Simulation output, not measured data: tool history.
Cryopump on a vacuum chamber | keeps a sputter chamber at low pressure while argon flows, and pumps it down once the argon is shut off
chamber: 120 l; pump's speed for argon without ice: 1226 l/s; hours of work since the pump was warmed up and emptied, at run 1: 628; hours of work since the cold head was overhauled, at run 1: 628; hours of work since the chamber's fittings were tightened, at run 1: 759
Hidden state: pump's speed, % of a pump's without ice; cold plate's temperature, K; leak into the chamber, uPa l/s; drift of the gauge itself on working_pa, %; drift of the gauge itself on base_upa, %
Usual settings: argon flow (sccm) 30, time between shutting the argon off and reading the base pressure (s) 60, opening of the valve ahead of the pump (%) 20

run	hour	argon flow (sccm)	time between shutting the argon off and reading the base pressure (s)	opening of the valve ahead of the pump (%)	hours of work since the pump was warmed up and emptied	hours of work since the cold head was overhauled	hours of work since the chamber's fittings were tightened	pressure while argon flows (Pa)	pressure after the wait (uPa)
1	0	30	60	20	628	628	759	0.217	1.47
2	69.2	30	60	20	675	675	806	0.2174	1.56
3	160.8	30	60	20	738	738	869	0.22	1.63
4	262.6	30	60	20	808	808	940	0.2201	1.73
5	324.3	30	60	20	851	851	982	0.2189	1.81
6	386.2	30	60	20	894	894	1025	0.2227	1.85
# hour 432.6: pump warmed up, emptied and cooled again
7	468	30	60	20	24	946	1078	0.2092	1.65
8	571.7	30	60	20	96	1018	1149	0.2086	1.67
9	623.2	30	60	20	131	1053	1185	0.2102	1.73
10	733.3	30	60	20	207	1129	1260	0.2095	1.77
11	817.4	30	60	20	265	1187	1318	0.2108	1.91
12	900.4	40	60	20	322	1244	1375	0.2836	1.9
13	975.8	40	60	20	374	1296	1427	0.2844	1.99
14	1088.3	40	60	20	452	1374	1505	0.2863	2.07
15	1150.5	40	145	20	494	1417	1548	0.2878	1.82
16	1206.1	40	145	20	533	1455	1586	0.2858	1.89
17	1268.1	40	145	20	575	1498	1629	0.2871	1.9
18	1326	40	77	26	615	1537	1669	0.2247	2.24
19	1425.2	30	246	22	684	1606	1737	0.2006	1.98
20	1508.4	30	246	22	741	1663	1794	0.199	2.02
21	1595.1	27	28	24	801	1723	1854	0.1657	3.37
22	1647	29	123	26	836	1758	1890	0.1669	2.33
23	1725.1	22	199	16	890	1812	1943	0.2004	2.3
# hour 1772.1: pump warmed up, emptied and cooled again
24	1826.9	22	199	16	38	1879	2010	0.1907	1.88
25	1920.6	13	89	16	102	1943	2075	0.1133	2.23
26	2010.6	20	89	18	164	2005	2137	0.1562	2.27
27	2106	12	89	16	230	2071	2202	0.1047	2.36
28	2224.6	12	89	16	312	2153	2284	0.1072	2.57
29	2315.2	59	60	40	374	2215	2346	0.2158	2.84
30	2403.6	59	60	40	435	2276	2407	0.2182	2.95
31	2476.3	59	54	40	485	2326	2457	0.2214	3.04
32	2574.5	43	54	45	553	2394	2525	0.145	3.08
33	2624.4	42	71	26	587	2428	2559	0.2372	2.95

How the hidden state differs across the entries between the runs, from the last listed run before each to the first after it:
Between runs 6 and 7: pump warmed up, emptied and cooled again (hour 432.6)
  pump's speed, % of a pump's without ice: 75.1 -> 99.2; cold plate's temperature, K: 12.9 -> 12.93; leak into the chamber, uPa l/s: 1126 -> 1169
  measured less the result without the state, pressure while argon flows (Pa): +0.0148 -> +0.0012; pressure after the wait (uPa): +1 -> +0.75
Between runs 23 and 24: pump warmed up, emptied and cooled again (hour 1772.1)
  pump's speed, % of a pump's without ice: 75.6 -> 98.1; cold plate's temperature, K: 13.53 -> 13.58; leak into the chamber, uPa l/s: 1917 -> 1975
  measured less the result without the state, pressure while argon flows (Pa): +0.011 -> +0.0016; pressure after the wait (uPa): +1.86 -> +1.46

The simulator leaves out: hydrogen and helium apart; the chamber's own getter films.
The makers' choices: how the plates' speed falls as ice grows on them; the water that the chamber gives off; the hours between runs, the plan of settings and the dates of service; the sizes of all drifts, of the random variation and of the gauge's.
